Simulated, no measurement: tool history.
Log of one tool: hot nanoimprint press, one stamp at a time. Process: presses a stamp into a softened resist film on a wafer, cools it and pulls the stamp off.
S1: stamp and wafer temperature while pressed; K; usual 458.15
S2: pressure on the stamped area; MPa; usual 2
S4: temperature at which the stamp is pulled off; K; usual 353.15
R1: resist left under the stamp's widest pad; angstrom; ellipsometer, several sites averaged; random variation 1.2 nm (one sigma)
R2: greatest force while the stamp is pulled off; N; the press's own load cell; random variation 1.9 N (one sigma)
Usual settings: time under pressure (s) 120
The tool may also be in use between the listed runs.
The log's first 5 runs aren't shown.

{"run": 6, "day": 7.521, "S1": 458.15, "S2": 2, "time under pressure (s)": 120, "S4": 345.15, "R1": 1899, "R2": 120}
{"run": 7, "day": 9.133, "S1": 458.15, "S2": 2, "time under pressure (s)": 120, "S4": 345.15, "R1": 1891, "R2": 127}
{"run": 8, "day": 10.046, "S1": 458.15, "S2": 2, "time under pressure (s)": 120, "S4": 360.15, "R1": 1884, "R2": 110}
{"day": 11.542, "done": "stamp cleaned and given a new release coat"}
{"run": 9, "day": 11.658, "S1": 453.15, "S2": 2, "time under pressure (s)": 120, "S4": 353.15, "R1": 2407, "R2": 103}
{"run": 10, "day": 13.017, "S1": 458.15, "S2": 2, "time under pressure (s)": 68, "S4": 353.15, "R1": 2362, "R2": 109}
{"run": 11, "day": 14.683, "S1": 458.15, "S2": 2, "time under pressure (s)": 120, "S4": 353.15, "R1": 1884, "R2": 110}
{"run": 12, "day": 15.671, "S1": 458.15, "S2": 2, "time under pressure (s)": 120, "S4": 353.15, "R1": 1933, "R2": 117}
{"run": 13, "day": 16.717, "S1": 458.15, "S2": 2, "time under pressure (s)": 120, "S4": 353.15, "R1": 1917, "R2": 118}
{"run": 14, "day": 18.021, "S1": 458.15, "S2": 2, "time under pressure (s)": 120, "S4": 353.15, "R1": 1934, "R2": 120}
{"day": 18.767, "done": "stamp cleaned and given a new release coat"}
{"run": 15, "day": 19.246, "S1": 458.15, "S2": 2, "time under pressure (s)": 120, "S4": 350.15, "R1": 1923, "R2": 111}
{"run": 16, "day": 20.533, "S1": 455.15, "S2": 1.53, "time under pressure (s)": 120, "S4": 353.15, "R1": 2486, "R2": 108}
{"run": 17, "day": 22.242, "S1": 446.15, "S2": 1.53, "time under pressure (s)": 120, "S4": 353.15, "R1": 3591, "R2": 112}
{"run": 18, "day": 23.538, "S1": 448.15, "S2": 1.53, "time under pressure (s)": 96, "S4": 341.15, "R1": 3512, "R2": 126}
{"day": 25.308, "done": "plate thermocouple calibrated"}
{"run": 19, "day": 25.367, "S1": 448.15, "S2": 1.53, "time under pressure (s)": 96, "S4": 341.15, "R1": 3425, "R2": 133}
{"day": 26.054, "done": "stamp cleaned and given a new release coat"}
{"run": 20, "day": 26.729, "S1": 448.15, "S2": 1.53, "time under pressure (s)": 96, "S4": 341.15, "R1": 3368, "R2": 118}
{"day": 27.838, "done": "press's hydraulic seals changed and the load cell set to zero"}
{"run": 21, "day": 28.688, "S1": 448.15, "S2": 1.53, "time under pressure (s)": 96, "S4": 345.15, "R1": 3367, "R2": 118}
{"run": 22, "day": 29.421, "S1": 457.15, "S2": 1.98, "time under pressure (s)": 178, "S4": 342.15, "R1": 1613, "R2": 125}
{"run": 23, "day": 30.833, "S1": 458.15, "S2": 2, "time under pressure (s)": 100, "S4": 350.15, "R1": 1927, "R2": 117}
{"run": 24, "day": 31.612, "S1": 458.15, "S2": 2, "time under pressure (s)": 95, "S4": 353.15, "R1": 1955, "R2": 116}
{"run": 25, "day": 32.446, "S1": 458.15, "S2": 2, "time under pressure (s)": 120, "S4": 353.15, "R1": 1796, "R2": 121}
{"day": 33.512, "done": "stamp cleaned and given a new release coat"}
{"run": 26, "day": 33.983, "S1": 458.15, "S2": 2, "time under pressure (s)": 120, "S4": 353.15, "R1": 1805, "R2": 106}
{"run": 27, "day": 34.854, "S1": 458.15, "S2": 2, "time under pressure (s)": 120, "S4": 353.15, "R1": 1812, "R2": 108}
{"run": 28, "day": 35.604, "S1": 458.15, "S2": 2, "time under pressure (s)": 120, "S4": 353.15, "R1": 1807, "R2": 107}
{"run": 29, "day": 36.908, "S1": 450.15, "S2": 2, "time under pressure (s)": 218, "S4": 355.15, "R1": 2119, "R2": 114}
{"run": 30, "day": 38.592, "S1": 458.15, "S2": 2, "time under pressure (s)": 126, "S4": 351.15, "R1": 1775, "R2": 118}

4 ways to go on from here, each from the tool as it stands after run 30. What would each give?
{"run": "A", "day": 39.304, "S1": 464.15, "S2": 2, "time under pressure (s)": 211, "S4": 359.15, "R1": "?", "R2": "?"}
{"run": "B", "day": 39.304, "S1": 458.15, "S2": 2, "time under pressure (s)": 110, "S4": 339.15, "R1": "?", "R2": "?"}
{"run": "C", "day": 39.304, "S1": 458.15, "S2": 1.52, "time under pressure (s)": 126, "S4": 351.15, "R1": "?", "R2": "?"}
{"run": "D", "day": 39.304, "S1": 458.15, "S2": 1.36, "time under pressure (s)": 178, "S4": 351.15, "R1": "?", "R2": "?"}

run=A R1=1083 R2=112
run=B R1=1890 R2=136
run=C R1=2051 R2=119
run=D R1=1884 R2=121
Without the tool's hidden state the same runs would have given:
run=A R1=1059 R2=100
run=B R1=1849 R2=121
run=C R1=2011 R2=106
run=D R1=1847 R2=107
